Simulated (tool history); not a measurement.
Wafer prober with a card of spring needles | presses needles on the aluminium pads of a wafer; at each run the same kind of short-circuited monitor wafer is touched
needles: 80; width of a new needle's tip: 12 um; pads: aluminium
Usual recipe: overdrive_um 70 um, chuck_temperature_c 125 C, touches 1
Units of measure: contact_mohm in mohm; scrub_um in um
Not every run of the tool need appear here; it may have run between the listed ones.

{"run": 1, "hour": 0.0, "overdrive_um": 70, "chuck_temperature_c": 125, "touches": 1, "contact_mohm": 288, "scrub_um": 11.08}
{"run": 2, "hour": 6.6, "overdrive_um": 55, "chuck_temperature_c": 125, "touches": 1, "contact_mohm": 413, "scrub_um": 8.75}
{"run": 3, "hour": 18.4, "overdrive_um": 55, "chuck_temperature_c": 125, "touches": 1, "contact_mohm": 483, "scrub_um": 8.7}
{"hour": 28.1, "done": "tips cleaned on abrasive film"}
{"run": 4, "hour": 28.7, "overdrive_um": 70, "chuck_temperature_c": 125, "touches": 1, "contact_mohm": 201, "scrub_um": 11.08}
{"run": 5, "hour": 36.7, "overdrive_um": 70, "chuck_temperature_c": 125, "touches": 1, "contact_mohm": 293, "scrub_um": 11.05}
{"run": 6, "hour": 48.1, "overdrive_um": 70, "chuck_temperature_c": 125, "touches": 1, "contact_mohm": 357, "scrub_um": 11.08}
{"run": 7, "hour": 54.6, "overdrive_um": 70, "chuck_temperature_c": 125, "touches": 1, "contact_mohm": 378, "scrub_um": 11.06}
{"hour": 63.2, "done": "tips cleaned on abrasive film"}
{"run": 8, "hour": 64.6, "overdrive_um": 70, "chuck_temperature_c": 125, "touches": 1, "contact_mohm": 217, "scrub_um": 11.08}
{"run": 9, "hour": 72.2, "overdrive_um": 70, "chuck_temperature_c": 85, "touches": 1, "contact_mohm": 307, "scrub_um": 11.06}
{"run": 10, "hour": 83.2, "overdrive_um": 70, "chuck_temperature_c": 84, "touches": 1, "contact_mohm": 372, "scrub_um": 11.01}
{"run": 11, "hour": 89.5, "overdrive_um": 70, "chuck_temperature_c": 84, "touches": 1, "contact_mohm": 385, "scrub_um": 11.07}
{"run": 12, "hour": 97.2, "overdrive_um": 70, "chuck_temperature_c": 84, "touches": 1, "contact_mohm": 395, "scrub_um": 11.06}
{"hour": 99.3, "done": "tips cleaned on abrasive film"}
{"run": 13, "hour": 109.7, "overdrive_um": 70, "chuck_temperature_c": 84, "touches": 1, "contact_mohm": 320, "scrub_um": 11.05}
{"run": 14, "hour": 118.6, "overdrive_um": 70, "chuck_temperature_c": 125, "touches": 1, "contact_mohm": 365, "scrub_um": 11.04}
{"run": 15, "hour": 129.0, "overdrive_um": 70, "chuck_temperature_c": 125, "touches": 1, "contact_mohm": 385, "scrub_um": 11.02}
{"hour": 134.4, "done": "tips cleaned on abrasive film"}
{"run": 16, "hour": 140.1, "overdrive_um": 70, "chuck_temperature_c": 125, "touches": 1, "contact_mohm": 268, "scrub_um": 11.02}
{"run": 17, "hour": 152.4, "overdrive_um": 70, "chuck_temperature_c": 125, "touches": 1, "contact_mohm": 354, "scrub_um": 11.01}
{"run": 18, "hour": 158.3, "overdrive_um": 70, "chuck_temperature_c": 125, "touches": 1, "contact_mohm": 370, "scrub_um": 10.99}
{"run": 19, "hour": 167.9, "overdrive_um": 70, "chuck_temperature_c": 66, "touches": 1, "contact_mohm": 397, "scrub_um": 11.04}
{"hour": 169.9, "done": "tips cleaned on abrasive film"}
{"run": 20, "hour": 176.7, "overdrive_um": 70, "chuck_temperature_c": 52, "touches": 2, "contact_mohm": 240, "scrub_um": 10.96}
{"run": 21, "hour": 186.9, "overdrive_um": 70, "chuck_temperature_c": 36, "touches": 2, "contact_mohm": 284, "scrub_um": 10.99}
{"run": 22, "hour": 193.3, "overdrive_um": 54, "chuck_temperature_c": 125, "touches": 1, "contact_mohm": 490, "scrub_um": 8.44}
{"hour": 194.5, "done": "height of the first contact set anew"}
{"run": 23, "hour": 204.6, "overdrive_um": 68, "chuck_temperature_c": 39, "touches": 1, "contact_mohm": 426, "scrub_um": 10.64}
{"hour": 205.6, "done": "tips cleaned on abrasive film"}
{"run": 24, "hour": 218.6, "overdrive_um": 52, "chuck_temperature_c": 57, "touches": 1, "contact_mohm": 464, "scrub_um": 8.11}
{"run": 25, "hour": 227.5, "overdrive_um": 52, "chuck_temperature_c": 57, "touches": 1, "contact_mohm": 543, "scrub_um": 8.04}
{"run": 26, "hour": 238.0, "overdrive_um": 52, "chuck_temperature_c": 57, "touches": 1, "contact_mohm": 575, "scrub_um": 8.06}
{"hour": 241.7, "done": "tips cleaned on abrasive film"}
{"run": 27, "hour": 251.0, "overdrive_um": 52, "chuck_temperature_c": 57, "touches": 1, "contact_mohm": 425, "scrub_um": 8.02}
{"run": 28, "hour": 258.0, "overdrive_um": 69, "chuck_temperature_c": 55, "touches": 1, "contact_mohm": 366, "scrub_um": 10.78}
{"run": 29, "hour": 265.1, "overdrive_um": 56, "chuck_temperature_c": 33, "touches": 2, "contact_mohm": 374, "scrub_um": 8.68}
{"hour": 277.5, "done": "tips cleaned on abrasive film"}
{"hour": 278.8, "done": "height of the first contact set anew, once more"}
{"run": 30, "hour": 279.4, "overdrive_um": 63, "chuck_temperature_c": 33, "touches": 2, "contact_mohm": 199, "scrub_um": 9.98}
{"run": 31, "hour": 291.0, "overdrive_um": 73, "chuck_temperature_c": 39, "touches": 2, "contact_mohm": 264, "scrub_um": 11.57}
{"run": 32, "hour": 297.6, "overdrive_um": 73, "chuck_temperature_c": 39, "touches": 2, "contact_mohm": 278, "scrub_um": 11.57}
{"run": 33, "hour": 311.2, "overdrive_um": 58, "chuck_temperature_c": 35, "touches": 2, "contact_mohm": 366, "scrub_um": 9.21}
{"hour": 313.6, "done": "tips cleaned on abrasive film"}
{"run": 34, "hour": 318.4, "overdrive_um": 58, "chuck_temperature_c": 99, "touches": 3, "contact_mohm": 217, "scrub_um": 9.16}

Here are 3 independent what-if runs from the current tool condition. What would each one return?
{"run": "A", "hour": 326.6, "overdrive_um": 70, "chuck_temperature_c": 125, "touches": 3, "contact_mohm": "?", "scrub_um": "?"}
{"run": "B", "hour": 326.6, "overdrive_um": 58, "chuck_temperature_c": 67, "touches": 3, "contact_mohm": "?", "scrub_um": "?"}
{"run": "C", "hour": 326.6, "overdrive_um": 62, "chuck_temperature_c": 105, "touches": 3, "contact_mohm": "?", "scrub_um": "?"}

run=A contact_mohm=235 scrub_um=11.11
run=B contact_mohm=254 scrub_um=9.17
run=C contact_mohm=245 scrub_um=9.85
What these runs would have given with no unlogged condition in the tool:
run=A contact_mohm=179 scrub_um=11.14
run=B contact_mohm=169 scrub_um=9.2
run=C contact_mohm=175 scrub_um=9.87

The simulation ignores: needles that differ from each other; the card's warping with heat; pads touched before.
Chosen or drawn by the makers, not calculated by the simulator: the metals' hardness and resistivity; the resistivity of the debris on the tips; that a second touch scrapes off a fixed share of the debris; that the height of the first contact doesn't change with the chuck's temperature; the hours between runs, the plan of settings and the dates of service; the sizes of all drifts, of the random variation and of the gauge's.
